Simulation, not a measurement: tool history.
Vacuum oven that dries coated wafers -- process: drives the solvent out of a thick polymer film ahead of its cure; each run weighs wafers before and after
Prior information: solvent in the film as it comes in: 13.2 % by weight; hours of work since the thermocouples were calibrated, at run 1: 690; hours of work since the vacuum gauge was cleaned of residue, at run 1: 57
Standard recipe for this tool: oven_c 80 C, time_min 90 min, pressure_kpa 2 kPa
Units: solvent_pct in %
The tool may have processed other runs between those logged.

run,day,oven_c,time_min,pressure_kpa,hours of work since the thermocouples were calibrated,hours of work since the vacuum gauge was cleaned of residue,solvent_pct
1,0,80,90,2,690,57,2.34
# day 3.196: oven's thermocouples calibrated
2,3.496,80,90,2,5,110,2.04
3,5.517,80,90,2,36,141,2.23
4,7.788,87,90,2,71,176,0.9
5,9.896,80,90,4.97,104,209,3.11
6,12.012,80,90,4.97,137,242,3.1
7,14.488,80,90,4.97,175,280,3.02
8,17.642,80,90,4.97,224,329,3.05
9,19.758,93,90,4.97,257,362,1.32
10,23.2,80,90,1.15,310,415,1.85
11,26.617,75,90,1.15,363,468,3.11
12,29.004,80,90,2.1,400,505,2.23
13,32.271,80,90,2.1,451,556,2.41
14,35.321,80,90,1.66,498,603,2.2
15,37.179,80,90,1.66,527,632,2.27
16,40.179,80,55,2,574,679,4.08
17,41.625,65,63,7.49,596,701,9.03
18,43.5,92,136,2,625,730,0.63
19,46.796,79,129,5.75,676,781,3.03
20,49.858,93,129,2.92,724,829,0.66
# day 50.946: oven's thermocouples calibrated
21,51.858,93,102,2.6,14,859,0.68
22,53.796,79,113,3.23,44,889,2.17
23,55.554,93,87,3.73,71,916,1.03
24,58.938,75,87,1.16,124,968,3.06
25,61.725,75,87,1.16,167,1012,3.05
26,63.771,76,90,2,199,1043,2.94
27,65.408,80,90,4.29,224,1069,2.82
28,67.725,92,90,3.19,260,1105,0.92
29,70.317,86,59,3.24,300,1145,2.44
30,73.158,87,46,1.31,345,1189,2.52

For each entry between runs, how does the tool's hidden state at the last listed run before it compare with that at the first listed run after it?
Runs 1 to 2: oven's thermocouples calibrated (day 3.196)
  true wafer temperature over the reading, C: -1.71 -> -0.33; true pressure over the reading, kPa: 0.031 -> 0.042
  measured minus no-state result, solvent_pct: +0.36 -> +0.07 %
Runs 20 to 21: oven's thermocouples calibrated (day 50.946)
  true wafer temperature over the reading, C: -1.92 -> 0.2; true pressure over the reading, kPa: 0.192 -> 0.198
  measured minus no-state result, solvent_pct: +0.1 -> +0.03 %
